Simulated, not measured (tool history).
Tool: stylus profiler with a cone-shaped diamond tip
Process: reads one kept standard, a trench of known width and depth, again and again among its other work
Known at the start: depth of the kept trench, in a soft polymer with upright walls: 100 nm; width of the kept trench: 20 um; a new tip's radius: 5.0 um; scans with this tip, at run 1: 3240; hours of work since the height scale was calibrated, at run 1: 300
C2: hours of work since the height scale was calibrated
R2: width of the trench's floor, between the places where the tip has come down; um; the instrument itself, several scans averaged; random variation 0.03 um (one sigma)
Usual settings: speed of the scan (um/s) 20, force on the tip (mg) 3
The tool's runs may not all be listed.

run 1 day=0 | speed_of_the_scan_(um/s)=20 force_on_the_tip_(mg)=3 | scans_with_this_tip=3240 C2=300 | depth_of_the_trench_(Å)=1017.4 R2=17.79
run 2 day=1.025 | speed_of_the_scan_(um/s)=20 force_on_the_tip_(mg)=3 | scans_with_this_tip=3448 C2=319 | depth_of_the_trench_(Å)=1017.4 R2=17.76
run 3 day=1.967 | speed_of_the_scan_(um/s)=20 force_on_the_tip_(mg)=3 | scans_with_this_tip=3639 C2=337 | depth_of_the_trench_(Å)=1016.6 R2=17.74
run 4 day=3.404 | speed_of_the_scan_(um/s)=6 force_on_the_tip_(mg)=3 | scans_with_this_tip=3932 C2=364 | depth_of_the_trench_(Å)=1016.6 R2=17.79
run 5 day=4.55 | speed_of_the_scan_(um/s)=6 force_on_the_tip_(mg)=3 | scans_with_this_tip=4164 C2=386 | depth_of_the_trench_(Å)=1017.6 R2=17.82
run 6 day=6.779 | speed_of_the_scan_(um/s)=6 force_on_the_tip_(mg)=3 | scans_with_this_tip=4617 C2=428 | depth_of_the_trench_(Å)=1017.1 R2=17.75
run 7 day=8.438 | speed_of_the_scan_(um/s)=6 force_on_the_tip_(mg)=3 | scans_with_this_tip=4954 C2=459 | depth_of_the_trench_(Å)=1016.8 R2=17.78
run 8 day=10.667 | speed_of_the_scan_(um/s)=9 force_on_the_tip_(mg)=3 | scans_with_this_tip=5407 C2=501 | depth_of_the_trench_(Å)=1016.4 R2=17.7
run 9 day=11.933 | speed_of_the_scan_(um/s)=9 force_on_the_tip_(mg)=3 | scans_with_this_tip=5664 C2=525 | depth_of_the_trench_(Å)=1016.1 R2=17.71
run 10 day=12.888 | speed_of_the_scan_(um/s)=9 force_on_the_tip_(mg)=3 | scans_with_this_tip=5858 C2=543 | depth_of_the_trench_(Å)=1017.1 R2=17.71
run 11 day=14.775 | speed_of_the_scan_(um/s)=9 force_on_the_tip_(mg)=3 | scans_with_this_tip=6241 C2=578 | depth_of_the_trench_(Å)=1016.9 R2=17.69
run 12 day=15.829 | speed_of_the_scan_(um/s)=9 force_on_the_tip_(mg)=3 | scans_with_this_tip=6455 C2=598 | depth_of_the_trench_(Å)=1016.2 R2=17.62
run 13 day=17.496 | speed_of_the_scan_(um/s)=9 force_on_the_tip_(mg)=3 | scans_with_this_tip=6794 C2=629 | depth_of_the_trench_(Å)=1016.4 R2=17.64
run 14 day=18.808 | speed_of_the_scan_(um/s)=9 force_on_the_tip_(mg)=3 | scans_with_this_tip=7061 C2=654 | depth_of_the_trench_(Å)=1015.6 R2=17.66
run 15 day=21.029 | speed_of_the_scan_(um/s)=9 force_on_the_tip_(mg)=3 | scans_with_this_tip=7512 C2=696 | depth_of_the_trench_(Å)=1016 R2=17.64
run 16 day=23.242 | speed_of_the_scan_(um/s)=9 force_on_the_tip_(mg)=3 | scans_with_this_tip=7961 C2=737 | depth_of_the_trench_(Å)=1014.4 R2=17.59
run 17 day=25.279 | speed_of_the_scan_(um/s)=20 force_on_the_tip_(mg)=4.06 | scans_with_this_tip=8375 C2=776 | depth_of_the_trench_(Å)=1020 R2=17.57
-- day=25.412 height scale calibrated on a step standard
run 18 day=26.621 | speed_of_the_scan_(um/s)=20 force_on_the_tip_(mg)=3 | scans_with_this_tip=8643 C2=23 | depth_of_the_trench_(Å)=1014.6 R2=17.52
run 19 day=28.575 | speed_of_the_scan_(um/s)=20 force_on_the_tip_(mg)=3 | scans_with_this_tip=9041 C2=60 | depth_of_the_trench_(Å)=1015.6 R2=17.55
run 20 day=30.475 | speed_of_the_scan_(um/s)=20 force_on_the_tip_(mg)=3 | scans_with_this_tip=9427 C2=95 | depth_of_the_trench_(Å)=1014.7 R2=17.48
run 21 day=32.308 | speed_of_the_scan_(um/s)=20 force_on_the_tip_(mg)=3 | scans_with_this_tip=9799 C2=130 | depth_of_the_trench_(Å)=1014.9 R2=17.49
run 22 day=34.425 | speed_of_the_scan_(um/s)=20 force_on_the_tip_(mg)=2.23 | scans_with_this_tip=10230 C2=170 | depth_of_the_trench_(Å)=1011.8 R2=17.45
run 23 day=36.708 | speed_of_the_scan_(um/s)=20 force_on_the_tip_(mg)=2.23 | scans_with_this_tip=10694 C2=213 | depth_of_the_trench_(Å)=1010.7 R2=17.38
-- day=37.954 height scale calibrated on a step standard, once more
run 24 day=38.092 | speed_of_the_scan_(um/s)=6 force_on_the_tip_(mg)=3 | scans_with_this_tip=10970 C2=3 | depth_of_the_trench_(Å)=1018.3 R2=17.47
run 25 day=39.921 | speed_of_the_scan_(um/s)=9 force_on_the_tip_(mg)=5.48 | scans_with_this_tip=11342 C2=37 | depth_of_the_trench_(Å)=1027.1 R2=17.48
run 26 day=40.996 | speed_of_the_scan_(um/s)=9 force_on_the_tip_(mg)=8.3 | scans_with_this_tip=11560 C2=57 | depth_of_the_trench_(Å)=1034.9 R2=17.48
run 27 day=42.067 | speed_of_the_scan_(um/s)=15 force_on_the_tip_(mg)=2.59 | scans_with_this_tip=11777 C2=77 | depth_of_the_trench_(Å)=1015.8 R2=17.39
run 28 day=43.025 | speed_of_the_scan_(um/s)=52 force_on_the_tip_(mg)=1.36 | scans_with_this_tip=11973 C2=95 | depth_of_the_trench_(Å)=1010.5 R2=17.14
run 29 day=44.088 | speed_of_the_scan_(um/s)=10 force_on_the_tip_(mg)=1.36 | scans_with_this_tip=12188 C2=115 | depth_of_the_trench_(Å)=1009.4 R2=17.37
run 30 day=46.104 | speed_of_the_scan_(um/s)=12 force_on_the_tip_(mg)=2.05 | scans_with_this_tip=12598 C2=153 | depth_of_the_trench_(Å)=1014.5 R2=17.35
run 31 day=47.262 | speed_of_the_scan_(um/s)=12 force_on_the_tip_(mg)=2.05 | scans_with_this_tip=12833 C2=175 | depth_of_the_trench_(Å)=1014.4 R2=17.36
run 32 day=48.671 | speed_of_the_scan_(um/s)=13 force_on_the_tip_(mg)=1.19 | scans_with_this_tip=13119 C2=202 | depth_of_the_trench_(Å)=1008.6 R2=17.38
run 33 day=50.171 | speed_of_the_scan_(um/s)=13 force_on_the_tip_(mg)=1.19 | scans_with_this_tip=13424 C2=230 | depth_of_the_trench_(Å)=1008.1 R2=17.3
run 34 day=51.808 | speed_of_the_scan_(um/s)=12 force_on_the_tip_(mg)=1.77 | scans_with_this_tip=13757 C2=261 | depth_of_the_trench_(Å)=1012.4 R2=17.33
run 35 day=52.9 | speed_of_the_scan_(um/s)=35 force_on_the_tip_(mg)=1.6 | scans_with_this_tip=13978 C2=281 | depth_of_the_trench_(Å)=1011.2 R2=17.18
run 36 day=53.933 | speed_of_the_scan_(um/s)=6 force_on_the_tip_(mg)=3 | scans_with_this_tip=14188 C2=301 | depth_of_the_trench_(Å)=1016.6 R2=17.35
run 37 day=55.421 | speed_of_the_scan_(um/s)=6 force_on_the_tip_(mg)=3 | scans_with_this_tip=14491 C2=329 | depth_of_the_trench_(Å)=1016.7 R2=17.28
run 38 day=57.254 | speed_of_the_scan_(um/s)=35 force_on_the_tip_(mg)=6.14 | scans_with_this_tip=14863 C2=363 | depth_of_the_trench_(Å)=1027.5 R2=17.25
run 39 day=58.196 | speed_of_the_scan_(um/s)=7 force_on_the_tip_(mg)=1.17 | scans_with_this_tip=15055 C2=381 | depth_of_the_trench_(Å)=1009.5 R2=17.3
run 40 day=59.5 | speed_of_the_scan_(um/s)=7 force_on_the_tip_(mg)=1.17 | scans_with_this_tip=15319 C2=405 | depth_of_the_trench_(Å)=1007.3 R2=17.26
run 41 day=61.454 | speed_of_the_scan_(um/s)=7 force_on_the_tip_(mg)=1.17 | scans_with_this_tip=15717 C2=442 | depth_of_the_trench_(Å)=1008.1 R2=17.29
run 42 day=62.417 | speed_of_the_scan_(um/s)=20 force_on_the_tip_(mg)=3.06 | scans_with_this_tip=15912 C2=460 | depth_of_the_trench_(Å)=1016 R2=17.21
run 43 day=64.112 | speed_of_the_scan_(um/s)=52 force_on_the_tip_(mg)=1.16 | scans_with_this_tip=16257 C2=492 | depth_of_the_trench_(Å)=1007.5 R2=16.96
run 44 day=65.467 | speed_of_the_scan_(um/s)=52 force_on_the_tip_(mg)=1.16 | scans_with_this_tip=16532 C2=518 | depth_of_the_trench_(Å)=1008.3 R2=16.84
run 45 day=66.538 | speed_of_the_scan_(um/s)=43 force_on_the_tip_(mg)=8.09 | scans_with_this_tip=16749 C2=538 | depth_of_the_trench_(Å)=1032.4 R2=17.13

5 ways to go on from here, each from the tool as it stands after run 45. What would each give?
run A day=67.817 | speed_of_the_scan_(um/s)=15 force_on_the_tip_(mg)=1.53 | scans_with_this_tip=17009 C2=562 | depth_of_the_trench_(Å)=? R2=?
run B day=67.817 | speed_of_the_scan_(um/s)=18 force_on_the_tip_(mg)=2.71 | scans_with_this_tip=17009 C2=562 | depth_of_the_trench_(Å)=? R2=?
run C day=67.817 | speed_of_the_scan_(um/s)=20 force_on_the_tip_(mg)=2.13 | scans_with_this_tip=17009 C2=562 | depth_of_the_trench_(Å)=? R2=?
run D day=67.817 | speed_of_the_scan_(um/s)=33 force_on_the_tip_(mg)=4.79 | scans_with_this_tip=17009 C2=562 | depth_of_the_trench_(Å)=? R2=?
run E day=67.817 | speed_of_the_scan_(um/s)=9 force_on_the_tip_(mg)=2.08 | scans_with_this_tip=17009 C2=562 | depth_of_the_trench_(Å)=? R2=?

run=A depth_of_the_trench_(Å)=1009.2 R2=17.17
run=B depth_of_the_trench_(Å)=1015 R2=17.18
run=C depth_of_the_trench_(Å)=1012.2 R2=17.18
run=D depth_of_the_trench_(Å)=1022.1 R2=17.15
run=E depth_of_the_trench_(Å)=1012.3 R2=17.17
Without the tool's hidden state the same runs would have given:
run=A depth_of_the_trench_(Å)=1010.9 R2=17.93
run=B depth_of_the_trench_(Å)=1016.7 R2=17.95
run=C depth_of_the_trench_(Å)=1013.9 R2=17.94
run=D depth_of_the_trench_(Å)=1023.7 R2=17.92
run=E depth_of_the_trench_(Å)=1013.9 R2=17.93

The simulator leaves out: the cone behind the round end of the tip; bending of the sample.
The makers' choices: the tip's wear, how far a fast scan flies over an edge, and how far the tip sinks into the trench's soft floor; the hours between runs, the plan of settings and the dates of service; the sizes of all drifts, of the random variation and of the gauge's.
